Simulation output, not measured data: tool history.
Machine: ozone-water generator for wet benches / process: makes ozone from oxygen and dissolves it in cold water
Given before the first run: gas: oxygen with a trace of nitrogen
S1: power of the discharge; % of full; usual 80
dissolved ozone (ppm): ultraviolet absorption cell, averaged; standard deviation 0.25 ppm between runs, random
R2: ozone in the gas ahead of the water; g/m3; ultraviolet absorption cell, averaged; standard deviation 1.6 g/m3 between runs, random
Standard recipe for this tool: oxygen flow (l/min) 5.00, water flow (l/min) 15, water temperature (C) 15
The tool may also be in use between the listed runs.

run 1 hour=0.0 | S1=80 oxygen_flow_(l/min)=5.00 water_flow_(l/min)=15 water_temperature_(C)=15 | dissolved_ozone_(ppm)=37.7 R2=296.8
run 2 hour=29.9 | S1=80 oxygen_flow_(l/min)=5.00 water_flow_(l/min)=15 water_temperature_(C)=15 | dissolved_ozone_(ppm)=37.4 R2=300.1
run 3 hour=90.0 | S1=80 oxygen_flow_(l/min)=5.00 water_flow_(l/min)=15 water_temperature_(C)=15 | dissolved_ozone_(ppm)=37.5 R2=303.2
run 4 hour=148.6 | S1=80 oxygen_flow_(l/min)=5.00 water_flow_(l/min)=15 water_temperature_(C)=15 | dissolved_ozone_(ppm)=37.7 R2=301.0
run 5 hour=178.6 | S1=80 oxygen_flow_(l/min)=5.00 water_flow_(l/min)=15 water_temperature_(C)=15 | dissolved_ozone_(ppm)=37.6 R2=303.5
run 6 hour=228.5 | S1=80 oxygen_flow_(l/min)=5.00 water_flow_(l/min)=15 water_temperature_(C)=15 | dissolved_ozone_(ppm)=37.8 R2=303.8
run 7 hour=282.2 | S1=80 oxygen_flow_(l/min)=5.00 water_flow_(l/min)=15 water_temperature_(C)=15 | dissolved_ozone_(ppm)=37.8 R2=302.3
run 8 hour=334.0 | S1=80 oxygen_flow_(l/min)=5.00 water_flow_(l/min)=15 water_temperature_(C)=15 | dissolved_ozone_(ppm)=37.6 R2=303.9
run 9 hour=386.0 | S1=80 oxygen_flow_(l/min)=5.00 water_flow_(l/min)=15 water_temperature_(C)=15 | dissolved_ozone_(ppm)=37.2 R2=302.9
run 10 hour=443.9 | S1=80 oxygen_flow_(l/min)=5.00 water_flow_(l/min)=15 water_temperature_(C)=15 | dissolved_ozone_(ppm)=37.4 R2=305.0
run 11 hour=490.8 | S1=80 oxygen_flow_(l/min)=5.00 water_flow_(l/min)=15 water_temperature_(C)=15 | dissolved_ozone_(ppm)=37.6 R2=305.9
run 12 hour=518.4 | S1=80 oxygen_flow_(l/min)=5.00 water_flow_(l/min)=15 water_temperature_(C)=15 | dissolved_ozone_(ppm)=37.3 R2=304.7
run 13 hour=551.4 | S1=80 oxygen_flow_(l/min)=5.00 water_flow_(l/min)=15 water_temperature_(C)=15 | dissolved_ozone_(ppm)=37.5 R2=305.0
run 14 hour=600.2 | S1=80 oxygen_flow_(l/min)=5.00 water_flow_(l/min)=15 water_temperature_(C)=15 | dissolved_ozone_(ppm)=37.0 R2=304.7
-- hour=625.7 gauge calibrated
run 15 hour=647.0 | S1=80 oxygen_flow_(l/min)=5.00 water_flow_(l/min)=15 water_temperature_(C)=15 | dissolved_ozone_(ppm)=37.5 R2=299.9
run 16 hour=699.3 | S1=80 oxygen_flow_(l/min)=5.00 water_flow_(l/min)=15 water_temperature_(C)=15 | dissolved_ozone_(ppm)=37.6 R2=297.2
run 17 hour=758.5 | S1=80 oxygen_flow_(l/min)=5.00 water_flow_(l/min)=21 water_temperature_(C)=15 | dissolved_ozone_(ppm)=28.7 R2=302.4
run 18 hour=814.9 | S1=80 oxygen_flow_(l/min)=5.00 water_flow_(l/min)=21 water_temperature_(C)=15 | dissolved_ozone_(ppm)=27.9 R2=301.4
run 19 hour=846.8 | S1=80 oxygen_flow_(l/min)=5.00 water_flow_(l/min)=14 water_temperature_(C)=11 | dissolved_ozone_(ppm)=42.3 R2=305.5
run 20 hour=904.4 | S1=57 oxygen_flow_(l/min)=6.12 water_flow_(l/min)=15 water_temperature_(C)=11 | dissolved_ozone_(ppm)=34.9 R2=237.2
run 21 hour=948.3 | S1=57 oxygen_flow_(l/min)=6.12 water_flow_(l/min)=15 water_temperature_(C)=11 | dissolved_ozone_(ppm)=34.6 R2=236.0
run 22 hour=999.4 | S1=63 oxygen_flow_(l/min)=3.40 water_flow_(l/min)=15 water_temperature_(C)=15 | dissolved_ozone_(ppm)=30.3 R2=309.5
run 23 hour=1060.7 | S1=91 oxygen_flow_(l/min)=3.40 water_flow_(l/min)=15 water_temperature_(C)=18 | dissolved_ozone_(ppm)=35.8 R2=370.5
run 24 hour=1104.0 | S1=91 oxygen_flow_(l/min)=3.40 water_flow_(l/min)=15 water_temperature_(C)=18 | dissolved_ozone_(ppm)=35.9 R2=374.3
run 25 hour=1131.7 | S1=44 oxygen_flow_(l/min)=2.93 water_flow_(l/min)=24 water_temperature_(C)=13 | dissolved_ozone_(ppm)=15.6 R2=274.8
run 26 hour=1170.3 | S1=80 oxygen_flow_(l/min)=4.33 water_flow_(l/min)=15 water_temperature_(C)=21 | dissolved_ozone_(ppm)=33.1 R2=322.0
run 27 hour=1202.5 | S1=80 oxygen_flow_(l/min)=4.33 water_flow_(l/min)=15 water_temperature_(C)=20 | dissolved_ozone_(ppm)=33.7 R2=322.1
run 28 hour=1243.6 | S1=80 oxygen_flow_(l/min)=4.33 water_flow_(l/min)=15 water_temperature_(C)=20 | dissolved_ozone_(ppm)=34.1 R2=321.1
run 29 hour=1273.2 | S1=75 oxygen_flow_(l/min)=2.95 water_flow_(l/min)=21 water_temperature_(C)=14 | dissolved_ozone_(ppm)=23.4 R2=357.8
run 30 hour=1311.6 | S1=66 oxygen_flow_(l/min)=5.00 water_flow_(l/min)=14 water_temperature_(C)=15 | dissolved_ozone_(ppm)=35.6 R2=281.1
run 31 hour=1373.6 | S1=42 oxygen_flow_(l/min)=6.16 water_flow_(l/min)=14 water_temperature_(C)=15 | dissolved_ozone_(ppm)=28.9 R2=207.2
run 32 hour=1422.1 | S1=47 oxygen_flow_(l/min)=6.16 water_flow_(l/min)=17 water_temperature_(C)=15 | dissolved_ozone_(ppm)=26.7 R2=218.4
run 33 hour=1484.5 | S1=47 oxygen_flow_(l/min)=6.16 water_flow_(l/min)=17 water_temperature_(C)=15 | dissolved_ozone_(ppm)=26.6 R2=220.2
run 34 hour=1527.8 | S1=54 oxygen_flow_(l/min)=6.73 water_flow_(l/min)=22 water_temperature_(C)=15 | dissolved_ozone_(ppm)=23.6 R2=230.0

Selected run-to-run steps in R2, each split into two signed amounts: the part the tool would show with no hidden state at all (from settings, incoming material and random variation), and the remainder, which goes to the hidden state together with any gauge scatter not common to the measured and the hidden-state-free results:
Unlogged tool condition in this case: yield of the discharge, % of new electrodes'; contactor's efficiency, % of a clean one's; true water temperature over the reading, C; drift of the gauge itself on ozone_ppm, %; drift of the gauge itself on gas_g_m3, %.
Run 14 -> 15: gauge calibrated. R2 -4.8 g/m3: hidden state -7.8, all else +3.0.
Run 21 -> 22: S1 57 -> 63, oxygen flow (l/min) 6.12 -> 3.40, water temperature (C) 11 -> 15. R2 +73.5 g/m3: hidden state +1.8, all else +71.7.
Run 22 -> 23: S1 63 -> 91, water temperature (C) 15 -> 18. R2 +61.0 g/m3: hidden state +1.9, all else +59.1.
Run 24 -> 25: S1 91 -> 44, oxygen flow (l/min) 3.40 -> 2.93, water flow (l/min) 15 -> 24, water temperature (C) 18 -> 13. R2 -99.5 g/m3: hidden state -1.7, all else -97.8.
Run 29 -> 30: S1 75 -> 66, oxygen flow (l/min) 2.95 -> 5.00, water flow (l/min) 21 -> 14, water temperature (C) 14 -> 15. R2 -76.7 g/m3: hidden state -1.7, all else -75.0.
Run 30 -> 31: S1 66 -> 42, oxygen flow (l/min) 5.00 -> 6.16. R2 -73.9 g/m3: hidden state -1.7, all else -72.2.

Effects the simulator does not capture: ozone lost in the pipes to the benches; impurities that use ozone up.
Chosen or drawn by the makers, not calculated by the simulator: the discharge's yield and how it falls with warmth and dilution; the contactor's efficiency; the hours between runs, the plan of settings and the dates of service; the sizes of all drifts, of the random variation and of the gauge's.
